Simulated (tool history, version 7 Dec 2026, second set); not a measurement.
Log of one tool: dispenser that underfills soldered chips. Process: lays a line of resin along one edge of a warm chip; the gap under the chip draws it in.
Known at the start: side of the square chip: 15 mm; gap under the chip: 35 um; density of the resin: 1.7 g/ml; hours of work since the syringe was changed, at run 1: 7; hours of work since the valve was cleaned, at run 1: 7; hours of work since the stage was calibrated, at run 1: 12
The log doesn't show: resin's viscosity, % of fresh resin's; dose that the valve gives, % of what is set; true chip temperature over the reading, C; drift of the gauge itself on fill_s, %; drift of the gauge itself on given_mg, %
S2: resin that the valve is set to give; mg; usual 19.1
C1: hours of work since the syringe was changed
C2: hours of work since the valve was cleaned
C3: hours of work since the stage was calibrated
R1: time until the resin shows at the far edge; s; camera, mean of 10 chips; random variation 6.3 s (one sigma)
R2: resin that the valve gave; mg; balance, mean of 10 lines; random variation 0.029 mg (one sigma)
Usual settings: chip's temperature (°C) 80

{"run": 1, "hour": 0.0, "chip's temperature (°C)": 80, "S2": 19.1, "C1": 7, "C2": 7, "C3": 12, "R1": 877.2, "R2": 19.05}
{"hour": 5.3, "done": "new syringe of resin"}
{"run": 2, "hour": 6.0, "chip's temperature (°C)": 80, "S2": 19.1, "C1": 0, "C2": 11, "C3": 16, "R1": 635.4, "R2": 18.94}
{"run": 3, "hour": 10.0, "chip's temperature (°C)": 80, "S2": 19.1, "C1": 3, "C2": 13, "C3": 19, "R1": 734.7, "R2": 18.99}
{"run": 4, "hour": 13.3, "chip's temperature (°C)": 80, "S2": 19.1, "C1": 5, "C2": 15, "C3": 21, "R1": 827.9, "R2": 18.96}
{"run": 5, "hour": 19.2, "chip's temperature (°C)": 80, "S2": 19.1, "C1": 9, "C2": 19, "C3": 25, "R1": 1012.6, "R2": 18.88}
{"hour": 20.7, "done": "new syringe of resin"}
{"run": 6, "hour": 23.3, "chip's temperature (°C)": 80, "S2": 19.1, "C1": 2, "C2": 22, "C3": 27, "R1": 671.1, "R2": 18.88}
{"run": 7, "hour": 27.0, "chip's temperature (°C)": 80, "S2": 19.1, "C1": 4, "C2": 24, "C3": 30, "R1": 779.1, "R2": 18.87}
{"run": 8, "hour": 31.7, "chip's temperature (°C)": 80, "S2": 19.7, "C1": 7, "C2": 28, "C3": 33, "R1": 938.7, "R2": 19.43}
{"run": 9, "hour": 34.6, "chip's temperature (°C)": 67, "S2": 19.1, "C1": 9, "C2": 30, "C3": 35, "R1": 1570.3, "R2": 18.79}
{"hour": 36.3, "done": "new syringe of resin"}
{"run": 10, "hour": 39.1, "chip's temperature (°C)": 67, "S2": 19.1, "C1": 2, "C2": 32, "C3": 38, "R1": 1067.5, "R2": 18.79}
{"run": 11, "hour": 42.9, "chip's temperature (°C)": 71, "S2": 17.8, "C1": 4, "C2": 35, "C3": 40, "R1": 1088.5, "R2": 17.5}
{"run": 12, "hour": 47.2, "chip's temperature (°C)": 71, "S2": 20.0, "C1": 7, "C2": 38, "C3": 43, "R1": 1212.6, "R2": 19.64}
{"run": 13, "hour": 50.5, "chip's temperature (°C)": 71, "S2": 20.0, "C1": 10, "C2": 40, "C3": 45, "R1": 1331.9, "R2": 19.61}
{"hour": 51.6, "done": "new syringe of resin"}
{"run": 14, "hour": 55.9, "chip's temperature (°C)": 91, "S2": 23.0, "C1": 3, "C2": 44, "C3": 49, "R1": 513.0, "R2": 22.5}
{"run": 15, "hour": 59.3, "chip's temperature (°C)": 91, "S2": 23.0, "C1": 5, "C2": 46, "C3": 51, "R1": 570.5, "R2": 22.51}
{"run": 16, "hour": 65.1, "chip's temperature (°C)": 91, "S2": 23.0, "C1": 9, "C2": 50, "C3": 55, "R1": 703.5, "R2": 22.47}
{"hour": 67.2, "done": "new syringe of resin"}
{"run": 17, "hour": 68.7, "chip's temperature (°C)": 89, "S2": 16.7, "C1": 1, "C2": 52, "C3": 57, "R1": 521.4, "R2": 16.27}
{"run": 18, "hour": 71.5, "chip's temperature (°C)": 89, "S2": 16.7, "C1": 3, "C2": 54, "C3": 59, "R1": 589.7, "R2": 16.23}
{"run": 19, "hour": 75.5, "chip's temperature (°C)": 80, "S2": 18.9, "C1": 6, "C2": 56, "C3": 62, "R1": 841.1, "R2": 18.4}

Hidden state or all else? Some run-to-run changes of R1, split into what the settings, what came in and random variation would give without the hidden state, and what is left for the hidden state (with any gauge scatter that isn't in both results):
Run 9 -> 10: new syringe of resin. R1 -502.8 s: hidden state -495.5, all else -7.3.
Run 13 -> 14: chip's temperature (°C) 71 -> 91, S2 20.0 -> 23.0, new syringe of resin. R1 -818.9 s: hidden state -452.5, all else -366.4.

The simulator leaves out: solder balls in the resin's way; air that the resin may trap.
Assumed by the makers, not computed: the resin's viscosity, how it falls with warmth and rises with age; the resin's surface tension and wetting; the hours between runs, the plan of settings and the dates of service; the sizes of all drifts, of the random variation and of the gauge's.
